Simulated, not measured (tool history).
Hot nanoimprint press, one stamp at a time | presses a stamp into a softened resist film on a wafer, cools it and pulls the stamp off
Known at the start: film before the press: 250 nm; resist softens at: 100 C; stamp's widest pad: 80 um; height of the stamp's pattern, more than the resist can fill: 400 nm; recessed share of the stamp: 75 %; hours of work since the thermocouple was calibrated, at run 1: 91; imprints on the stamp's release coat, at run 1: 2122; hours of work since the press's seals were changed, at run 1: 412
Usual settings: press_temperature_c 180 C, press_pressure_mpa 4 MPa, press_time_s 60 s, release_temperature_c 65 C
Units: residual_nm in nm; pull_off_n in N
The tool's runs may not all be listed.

| run | hour | press_temperature_c | press_pressure_mpa | press_time_s | release_temperature_c | hours of work since the thermocouple was calibrated | imprints on the stamp's release coat | hours of work since the press's seals were changed | residual_nm | pull_off_n |
|---|---|---|---|---|---|---|---|---|---|---|
| 1 | 0 | 180 | 4 | 60 | 65 | 91 | 2122 | 412 | 133.2 | 213 |
|  | 15.6 | stamp cleaned and given a new release coat |
| 2 | 32 | 180 | 4 | 60 | 65 | 107 | 79 | 429 | 133.3 | 154 |
| 3 | 58.2 | 180 | 4 | 60 | 65 | 123 | 206 | 445 | 133.7 | 155 |
| 4 | 82.4 | 180 | 4 | 60 | 65 | 138 | 323 | 460 | 133.6 | 165 |
| 5 | 110.6 | 180 | 4 | 60 | 59 | 156 | 459 | 478 | 134.1 | 179 |
| 6 | 133 | 180 | 4 | 60 | 59 | 170 | 567 | 492 | 134.3 | 195 |
| 7 | 159.9 | 180 | 4 | 60 | 59 | 187 | 697 | 509 | 134.2 | 199 |
| 8 | 183 | 180 | 4 | 60 | 59 | 201 | 809 | 523 | 134.4 | 198 |
| 9 | 199.7 | 180 | 4 | 60 | 59 | 212 | 890 | 533 | 134.7 | 198 |
| 10 | 223.2 | 180 | 4 | 60 | 65 | 226 | 1004 | 548 | 134.5 | 181 |
| 11 | 243 | 180 | 4 | 60 | 65 | 239 | 1099 | 561 | 134.9 | 179 |
| 12 | 256.2 | 180 | 4 | 60 | 65 | 247 | 1163 | 569 | 134.9 | 181 |
| 13 | 285.2 | 180 | 4 | 60 | 65 | 265 | 1304 | 587 | 135.6 | 188 |
| 14 | 298.9 | 180 | 4 | 60 | 65 | 274 | 1370 | 596 | 135.3 | 178 |
| 15 | 314.9 | 169 | 4 | 60 | 65 | 284 | 1447 | 606 | 187.1 | 191 |
| 16 | 329.1 | 175 | 2.52 | 60 | 65 | 293 | 1516 | 614 | 186.4 | 194 |
| 17 | 352.9 | 175 | 2.42 | 60 | 66 | 308 | 1631 | 629 | 188.8 | 194 |
| 18 | 369.8 | 186 | 2.61 | 33 | 66 | 318 | 1713 | 640 | 163.2 | 191 |
| 19 | 388.5 | 189 | 5.39 | 117 | 58 | 330 | 1803 | 652 | 67.9 | 241 |
| 20 | 401.8 | 189 | 2.9 | 117 | 58 | 338 | 1868 | 660 | 95.3 | 234 |
|  | 412.2 | plate thermocouple calibrated |
| 21 | 419.4 | 189 | 2.9 | 117 | 58 | 5 | 1938 | 669 | 93.7 | 237 |
| 22 | 431.5 | 180 | 4 | 60 | 57 | 12 | 1997 | 677 | 134.3 | 241 |
| 23 | 449 | 180 | 4 | 87 | 60 | 23 | 2081 | 688 | 119.6 | 230 |
|  | 474.3 | stamp cleaned and given a new release coat |
| 24 | 480.9 | 180 | 4 | 87 | 60 | 39 | 33 | 704 | 119.2 | 173 |
|  | 505.5 | press's hydraulic seals changed and the load cell set to zero |
| 25 | 515.9 | 180 | 3.07 | 87 | 56 | 56 | 163 | 7 | 132.8 | 192 |
| 26 | 531.8 | 180 | 3.72 | 112 | 56 | 66 | 240 | 16 | 111.6 | 189 |
| 27 | 553.3 | 180 | 3.72 | 112 | 56 | 80 | 344 | 30 | 111.3 | 196 |
| 28 | 567.3 | 180 | 5.7 | 68 | 65 | 88 | 412 | 39 | 105.9 | 164 |
| 29 | 593.8 | 173 | 5.13 | 60 | 66 | 105 | 540 | 55 | 148.3 | 157 |
| 30 | 614.6 | 173 | 5.13 | 60 | 66 | 118 | 641 | 68 | 149 | 164 |

Hidden state or all else? Some run-to-run changes of residual_nm, split into what the settings, what came in and random variation would give without the hidden state, and what is left for the hidden state (with any gauge scatter that isn't in both results):
The hidden state here: true temperature over the reading, C; pressure that arrives at the usual setting, %; grip of the stamp's worn release coat, % over a new coat's; drift of the gauge itself on residual_nm, %; drift of the gauge itself on pull_off_n, %.
Run 14 -> 15: press_temperature_c 180 -> 169. residual_nm +51.8 nm: hidden state +0.1, all else +51.7.
Run 18 -> 19: press_temperature_c 186 -> 189, press_pressure_mpa 2.61 -> 5.39, press_time_s 33 -> 117, release_temperature_c 66 -> 58. residual_nm -95.3 nm: hidden state -0.2, all else -95.1.
Run 20 -> 21: plate thermocouple calibrated. residual_nm -1.6 nm: hidden state -1.3, all else -0.3.
Run 21 -> 22: press_temperature_c 189 -> 180, press_pressure_mpa 2.9 -> 4, press_time_s 117 -> 60, release_temperature_c 58 -> 57. residual_nm +40.6 nm: hidden state +1.6, all else +39.
Run 24 -> 25: press_pressure_mpa 4 -> 3.07, release_temperature_c 60 -> 56, press's hydraulic seals changed and the load cell set to zero. residual_nm +13.6 nm: hidden state -2.8, all else +16.4.
Run 28 -> 29: press_temperature_c 180 -> 173, press_pressure_mpa 5.7 -> 5.13, press_time_s 68 -> 60, release_temperature_c 65 -> 66. residual_nm +42.4 nm: hidden state +0.5, all else +41.9.
